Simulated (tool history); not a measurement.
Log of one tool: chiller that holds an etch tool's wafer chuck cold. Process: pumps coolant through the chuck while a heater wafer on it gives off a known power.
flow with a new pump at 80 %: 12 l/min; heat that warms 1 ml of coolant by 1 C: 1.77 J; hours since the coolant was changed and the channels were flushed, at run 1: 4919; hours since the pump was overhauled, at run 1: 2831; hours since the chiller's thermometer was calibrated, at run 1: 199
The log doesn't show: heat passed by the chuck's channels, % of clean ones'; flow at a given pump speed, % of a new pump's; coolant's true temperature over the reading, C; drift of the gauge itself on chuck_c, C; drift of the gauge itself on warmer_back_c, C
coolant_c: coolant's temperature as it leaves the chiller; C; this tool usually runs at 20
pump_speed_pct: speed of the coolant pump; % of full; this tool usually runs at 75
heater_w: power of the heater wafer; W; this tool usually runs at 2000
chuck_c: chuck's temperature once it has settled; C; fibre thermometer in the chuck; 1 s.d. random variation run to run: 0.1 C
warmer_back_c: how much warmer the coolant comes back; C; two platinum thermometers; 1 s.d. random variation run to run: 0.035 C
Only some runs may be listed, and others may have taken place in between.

run,hour,coolant_c,pump_speed_pct,heater_w,hours since the coolant was changed and the channels were flushed,hours since the pump was overhauled,hours since the chiller's thermometer was calibrated,chuck_c,warmer_back_c
1,0,20,75,2000,4919,2831,199,40.2,6.1
2,68.3,20,75,2000,4987,2899,268,40.3,6.03
3,100.3,20,75,2000,5019,2931,300,40.2,6.03
4,169.1,17,75,2000,5088,3000,369,37.1,6.03
5,224.8,20,75,2000,5144,3056,424,40.1,6.09
6,261.1,20,75,2000,5180,3092,461,40,6.06
7,306.2,20,74,2000,5225,3137,506,40.4,6.14
8,381.1,20,74,2000,5300,3212,581,40.5,6.1
9,423.2,20,78,1438,5342,3254,623,34,4.22
10,478.9,19,67,2000,5398,3310,678,40.9,6.8
11,524.6,13,75,2000,5444,3355,724,33.3,6.06
12,558.2,20,82,1680,5477,3389,758,35.7,4.64
13,627.7,20,75,2595,5547,3458,827,46.2,7.78
14,677.8,20,75,2595,5597,3509,877,46.1,7.83
15,749.2,20,92,2433,5668,3580,949,40.9,5.97

What if the next run were any one of these 5? Each begins from the tool's condition after run 15:
A,812.7,10,65,1036,5732,3644,1012,?,?
B,812.7,21,92,1959,5732,3644,1012,?,?
C,812.7,15,83,2442,5732,3644,1012,?,?
D,812.7,20,96,2000,5732,3644,1012,?,?
E,812.7,13,89,2000,5732,3644,1012,?,?

run,chuck_c,warmer_back_c
A,21.8,3.68
B,37.8,4.81
C,37.8,6.71
D,36.7,4.72
E,30.7,5.01
Take away the tool's hidden state, keep each run's random variation, and the runs would have read:
run,chuck_c,warmer_back_c
A,21.7,3.68
B,37.8,4.81
C,37.7,6.71
D,36.6,4.72
E,30.6,5.01

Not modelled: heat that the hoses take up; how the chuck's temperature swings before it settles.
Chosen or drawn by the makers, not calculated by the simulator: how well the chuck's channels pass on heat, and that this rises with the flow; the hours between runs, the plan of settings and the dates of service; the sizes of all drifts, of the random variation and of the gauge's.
